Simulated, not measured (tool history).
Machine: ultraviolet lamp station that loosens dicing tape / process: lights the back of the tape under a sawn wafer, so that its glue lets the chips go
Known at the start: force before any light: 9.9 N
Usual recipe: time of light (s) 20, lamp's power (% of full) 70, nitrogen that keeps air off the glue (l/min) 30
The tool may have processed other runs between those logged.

| run | hour | time of light (s) | lamp's power (% of full) | nitrogen that keeps air off the glue (l/min) | force that peels the tape off (N) | light that reached the tape (mJ/cm2) |
|---|---|---|---|---|---|---|
| 1 | 0 | 20 | 70 | 30 | 1.759 | 133 |
| 2 | 10.6 | 20 | 70 | 30 | 1.87 | 139 |
| 3 | 21.1 | 20 | 70 | 30 | 1.835 | 135 |
| 4 | 34.8 | 20 | 70 | 30 | 1.771 | 128 |
| 5 | 42.5 | 20 | 70 | 15 | 2.804 | 130 |
| 6 | 50 | 20 | 70 | 30 | 1.863 | 135 |
| 7 | 64.5 | 20 | 70 | 30 | 1.852 | 131 |
| 8 | 72.6 | 39 | 70 | 30 | 0.541 | 258 |
| 9 | 83.6 | 39 | 70 | 30 | 0.564 | 253 |
| 10 | 96.7 | 39 | 70 | 30 | 0.548 | 253 |
| 11 | 110.7 | 39 | 70 | 30 | 0.552 | 251 |
| 12 | 122.8 | 20 | 70 | 30 | 1.94 | 128 |
| 13 | 135.4 | 20 | 70 | 30 | 2.081 | 127 |
| 14 | 146.1 | 20 | 70 | 30 | 2.062 | 126 |
| 15 | 154.2 | 20 | 70 | 45 | 1.584 | 122 |
| 16 | 169.3 | 20 | 70 | 30 | 2.134 | 124 |
| 17 | 183.4 | 20 | 70 | 10 | 3.825 | 124 |
| 18 | 195.2 | 20 | 70 | 42 | 1.711 | 124 |
| 19 | 209.1 | 20 | 70 | 42 | 1.742 | 122 |
| 20 | 223.2 | 20 | 70 | 42 | 1.726 | 121 |
| 21 | 237.5 | 20 | 70 | 30 | 2.232 | 119 |
| 22 | 247.7 | 20 | 70 | 30 | 2.239 | 120 |
| 23 | 254.3 | 26 | 70 | 30 | 1.492 | 152 |
| 24 | 268.5 | 12 | 82 | 10 | 5.274 | 83 |
| 25 | 280.1 | 20 | 70 | 55 | 1.632 | 115 |
| 26 | 286.9 | 13 | 86 | 49 | 2.426 | 97 |
| 27 | 299.3 | 13 | 86 | 49 | 2.448 | 89 |
| 28 | 313.4 | 13 | 86 | 49 | 2.383 | 92 |
| 29 | 327.8 | 20 | 70 | 30 | 2.437 | 108 |
| 30 | 338.5 | 10 | 67 | 30 | 5.039 | 52 |
| 31 | 348.6 | 26 | 70 | 30 | 1.587 | 144 |
| 32 | 364.3 | 26 | 70 | 30 | 1.655 | 142 |
| 33 | 372.3 | 17 | 70 | 30 | 3.001 | 94 |
|  | 385.7 | window cleaned of glue's vapour |
| 34 | 386.7 | 24 | 70 | 14 | 2.425 | 151 |
| 35 | 395.1 | 21 | 61 | 32 | 2.101 | 116 |
| 36 | 407.6 | 30 | 99 | 18 | 0.722 | 274 |
| 37 | 415.8 | 30 | 89 | 19 | 0.869 | 244 |
| 38 | 431 | 30 | 89 | 19 | 0.896 | 239 |
| 39 | 441.9 | 36 | 62 | 55 | 0.531 | 198 |
| 40 | 458 | 18 | 92 | 45 | 1.178 | 146 |
| 41 | 473.3 | 18 | 92 | 45 | 1.18 | 145 |

Alternative continuations, all from the tool just after run 41; predict every row:
| A | 480.6 | 15 | 82 | 10 | ? | ? |
| B | 480.6 | 18 | 92 | 17 | ? | ? |
| C | 480.6 | 17 | 64 | 13 | ? | ? |
| D | 480.6 | 20 | 90 | 51 | ? | ? |

| run | force that peels the tape off (N) | light that reached the tape (mJ/cm2) |
|---|---|---|
| A | 4.05 | 107 |
| B | 2.372 | 144 |
| C | 4.206 | 96 |
| D | 0.939 | 160 |
With no hidden state in the tool, these same runs would have given:
| run | force that peels the tape off (N) | light that reached the tape (mJ/cm2) |
|---|---|---|
| A | 2.779 | 156 |
| B | 1.301 | 209 |
| C | 2.893 | 140 |
| D | 0.434 | 231 |
